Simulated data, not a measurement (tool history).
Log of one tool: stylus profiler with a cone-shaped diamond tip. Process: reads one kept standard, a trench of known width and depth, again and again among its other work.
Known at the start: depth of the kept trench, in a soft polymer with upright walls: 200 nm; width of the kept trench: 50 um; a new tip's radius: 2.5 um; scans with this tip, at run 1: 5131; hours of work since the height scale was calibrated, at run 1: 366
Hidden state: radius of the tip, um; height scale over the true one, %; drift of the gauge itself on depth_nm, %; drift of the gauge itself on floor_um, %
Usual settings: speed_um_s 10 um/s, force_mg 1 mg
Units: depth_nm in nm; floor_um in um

| run | hour | speed_um_s | force_mg | scans with this tip | hours of work since the height scale was calibrated | depth_nm | floor_um |
|---|---|---|---|---|---|---|---|
| 1 | 0 | 10 | 1 | 5131 | 366 | 201.16 | 47.45 |
| 2 | 9.8 | 10 | 1 | 5212 | 372 | 201.33 | 47.43 |
| 3 | 18.6 | 21 | 1 | 5284 | 377 | 201.23 | 47.35 |
| 4 | 28.7 | 10 | 1.23 | 5366 | 383 | 201.26 | 47.42 |
| 5 | 44.4 | 10 | 1.67 | 5495 | 392 | 201.76 | 47.42 |
| 6 | 61.6 | 10 | 1.67 | 5636 | 402 | 201.61 | 47.43 |
| 7 | 76.9 | 2 | 1 | 5761 | 411 | 201.14 | 47.51 |
| 8 | 90 | 2 | 1 | 5868 | 419 | 201.11 | 47.43 |
| 9 | 103.9 | 9 | 1 | 5982 | 427 | 201.01 | 47.4 |
| 10 | 113 | 9 | 1 | 6057 | 432 | 200.98 | 47.36 |
| 11 | 122.9 | 9 | 1 | 6138 | 438 | 201.29 | 47.38 |
| 12 | 131.7 | 10 | 1.73 | 6210 | 443 | 201.84 | 47.39 |
| 13 | 147.9 | 10 | 0.44 | 6343 | 453 | 200.32 | 47.29 |
| 14 | 158.6 | 10 | 0.8 | 6430 | 459 | 200.78 | 47.32 |
| 15 | 172.3 | 12 | 1.15 | 6543 | 467 | 201.25 | 47.25 |
| 16 | 188.2 | 12 | 1.15 | 6673 | 476 | 201.2 | 47.3 |
| 17 | 198.1 | 12 | 1.15 | 6754 | 482 | 201.37 | 47.28 |
| 18 | 208.5 | 3 | 1.25 | 6839 | 488 | 201.39 | 47.36 |
| 19 | 222.2 | 3 | 1.25 | 6951 | 496 | 201.17 | 47.31 |
| 20 | 230.4 | 16 | 1.93 | 7018 | 501 | 202.25 | 47.25 |
| 21 | 244.7 | 7 | 0.39 | 7136 | 509 | 200.45 | 47.28 |
| 22 | 260.1 | 4 | 0.37 | 7262 | 518 | 200.22 | 47.28 |
| 23 | 277.1 | 8 | 0.37 | 7401 | 528 | 200.32 | 47.2 |
| 24 | 291.6 | 19 | 1.24 | 7520 | 537 | 201.34 | 47.14 |
| 25 | 304.9 | 13 | 2.62 | 7629 | 544 | 202.41 | 47.24 |
| 26 | 322 | 33 | 2.21 | 7769 | 554 | 202.13 | 47.06 |

4 ways to go on from here, each from the tool as it stands after run 26. What would each give?
| A | 338.3 | 14 | 0.53 | 7902 | 564 | ? | ? |
| B | 338.3 | 10 | 2.09 | 7902 | 564 | ? | ? |
| C | 338.3 | 3 | 1 | 7902 | 564 | ? | ? |
| D | 338.3 | 21 | 0.36 | 7902 | 564 | ? | ? |

| run | depth_nm | floor_um |
|---|---|---|
| A | 200.39 | 47.12 |
| B | 201.8 | 47.2 |
| C | 200.96 | 47.31 |
| D | 200.28 | 46.97 |
Without the tool's hidden state the same runs would have given:
| run | depth_nm | floor_um |
|---|---|---|
| A | 200.87 | 47.88 |
| B | 202.29 | 47.96 |
| C | 201.45 | 48.07 |
| D | 200.76 | 47.72 |
